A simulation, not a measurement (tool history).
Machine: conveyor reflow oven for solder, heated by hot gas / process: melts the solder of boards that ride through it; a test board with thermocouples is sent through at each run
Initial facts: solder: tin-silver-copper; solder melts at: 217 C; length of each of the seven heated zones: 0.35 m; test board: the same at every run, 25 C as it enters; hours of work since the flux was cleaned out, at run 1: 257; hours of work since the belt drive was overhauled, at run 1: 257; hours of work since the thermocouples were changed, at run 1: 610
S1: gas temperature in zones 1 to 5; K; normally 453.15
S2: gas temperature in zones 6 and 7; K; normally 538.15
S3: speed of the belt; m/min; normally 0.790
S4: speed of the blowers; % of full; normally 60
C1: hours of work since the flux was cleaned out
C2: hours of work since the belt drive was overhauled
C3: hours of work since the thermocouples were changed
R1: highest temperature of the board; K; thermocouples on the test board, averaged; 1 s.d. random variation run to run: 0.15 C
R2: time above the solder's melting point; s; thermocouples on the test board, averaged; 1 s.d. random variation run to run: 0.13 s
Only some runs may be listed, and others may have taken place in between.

run 1 hour=0.0 | S1=453.15 S2=538.15 S3=0.790 S4=60 | C1=257 C2=257 C3=610 | R1=516.95 R2=35.2
run 2 hour=17.5 | S1=453.15 S2=538.15 S3=0.790 S4=60 | C1=268 C2=268 C3=621 | R1=517.05 R2=35.0
run 3 hour=31.4 | S1=453.15 S2=538.15 S3=0.790 S4=60 | C1=276 C2=276 C3=629 | R1=516.85 R2=34.9
run 4 hour=48.3 | S1=453.15 S2=538.15 S3=0.790 S4=60 | C1=287 C2=287 C3=640 | R1=516.75 R2=35.0
run 5 hour=65.6 | S1=453.15 S2=550.15 S3=0.790 S4=60 | C1=297 C2=297 C3=650 | R1=526.15 R2=40.5
run 6 hour=76.8 | S1=453.15 S2=550.15 S3=0.790 S4=60 | C1=304 C2=304 C3=657 | R1=526.45 R2=40.1
run 7 hour=99.1 | S1=453.15 S2=550.15 S3=0.790 S4=60 | C1=318 C2=318 C3=671 | R1=525.95 R2=40.2
run 8 hour=115.5 | S1=453.15 S2=550.15 S3=0.790 S4=60 | C1=328 C2=328 C3=681 | R1=526.05 R2=40.2
run 9 hour=131.1 | S1=453.15 S2=550.15 S3=0.790 S4=60 | C1=337 C2=337 C3=690 | R1=525.75 R2=40.3
run 10 hour=143.1 | S1=461.15 S2=538.15 S3=0.790 S4=60 | C1=345 C2=345 C3=698 | R1=518.35 R2=38.3
run 11 hour=168.9 | S1=459.15 S2=538.15 S3=0.790 S4=60 | C1=360 C2=360 C3=713 | R1=517.45 R2=37.2
run 12 hour=185.2 | S1=459.15 S2=538.15 S3=0.790 S4=60 | C1=370 C2=370 C3=723 | R1=517.75 R2=37.0
run 13 hour=201.1 | S1=459.15 S2=538.15 S3=0.790 S4=89 | C1=380 C2=380 C3=733 | R1=523.55 R2=41.9
-- hour=225.5 flux residue cleaned out of gas plates and filters
run 14 hour=229.3 | S1=453.15 S2=538.15 S3=0.790 S4=60 | C1=2 C2=394 C3=747 | R1=514.75 R2=32.8
run 15 hour=243.8 | S1=453.15 S2=538.15 S3=0.632 S4=60 | C1=11 C2=403 C3=756 | R1=522.45 R2=49.8
run 16 hour=267.8 | S1=453.15 S2=538.15 S3=0.632 S4=60 | C1=26 C2=418 C3=771 | R1=522.45 R2=49.7
run 17 hour=281.8 | S1=453.15 S2=538.15 S3=0.632 S4=60 | C1=34 C2=426 C3=779 | R1=522.35 R2=49.5
run 18 hour=296.8 | S1=453.15 S2=533.15 S3=0.632 S4=60 | C1=44 C2=436 C3=789 | R1=518.05 R2=46.8
run 19 hour=311.1 | S1=456.15 S2=540.15 S3=0.820 S4=50 | C1=52 C2=444 C3=797 | R1=511.75 R2=28.9
run 20 hour=323.7 | S1=453.15 S2=526.15 S3=0.681 S4=84 | C1=60 C2=452 C3=805 | R1=514.45 R2=41.1
run 21 hour=335.1 | S1=448.15 S2=526.15 S3=0.809 S4=58 | C1=67 C2=459 C3=812 | R1=502.35 R2=18.8
run 22 hour=349.8 | S1=466.15 S2=539.15 S3=0.905 S4=57 | C1=76 C2=468 C3=821 | R1=511.85 R2=28.8
-- hour=365.1 flux residue cleaned out of gas plates and filters, once more
run 23 hour=371.3 | S1=453.15 S2=538.15 S3=0.840 S4=78 | C1=4 C2=478 C3=831 | R1=522.65 R2=37.2
run 24 hour=382.3 | S1=441.15 S2=533.15 S3=0.702 S4=60 | C1=11 C2=485 C3=838 | R1=517.55 R2=38.2
run 25 hour=404.2 | S1=441.15 S2=533.15 S3=0.702 S4=65 | C1=24 C2=498 C3=851 | R1=518.35 R2=39.1
run 26 hour=423.4 | S1=453.15 S2=538.15 S3=0.918 S4=60 | C1=36 C2=510 C3=863 | R1=514.45 R2=27.9
run 27 hour=440.9 | S1=453.15 S2=538.15 S3=0.918 S4=60 | C1=46 C2=521 C3=874 | R1=514.05 R2=27.9
run 28 hour=456.2 | S1=453.15 S2=538.15 S3=0.918 S4=60 | C1=56 C2=530 C3=883 | R1=513.95 R2=27.8
run 29 hour=477.4 | S1=453.15 S2=538.15 S3=0.918 S4=60 | C1=69 C2=543 C3=896 | R1=513.65 R2=27.7
run 30 hour=490.7 | S1=453.15 S2=538.15 S3=0.918 S4=60 | C1=77 C2=551 C3=904 | R1=513.85 R2=27.4
run 31 hour=505.1 | S1=453.15 S2=538.15 S3=0.918 S4=60 | C1=86 C2=560 C3=913 | R1=513.75 R2=27.4

Describe how what the log doesn't record of the tool's condition differs between the last listed run preceding each entry between runs and the first listed run following it.
Between runs 13 and 14: flux residue cleaned out of gas plates and filters (hour 225.5)
  heat that the gas passes to the board, % of a clean oven's: 85.3 -> 81.5; belt's true speed, % of the reading: 99.37 -> 99.35; true gas temperature in zones 6 and 7 over the reading, C: 1.08 -> 1.11
  measured result minus the result with no hidden state, R1: -2.90 -> -4.20 K; R2: -1.9 -> -3.8 s
Between runs 22 and 23: flux residue cleaned out of gas plates and filters, once more (hour 365.1)
  heat that the gas passes to the board, % of a clean oven's: 79.2 -> 99.1; belt's true speed, % of the reading: 99.25 -> 99.24; true gas temperature in zones 6 and 7 over the reading, C: 1.25 -> 1.26
  measured result minus the result with no hidden state, R1: -5.20 -> +1.10 K; R2: -4.9 -> +0.8 s
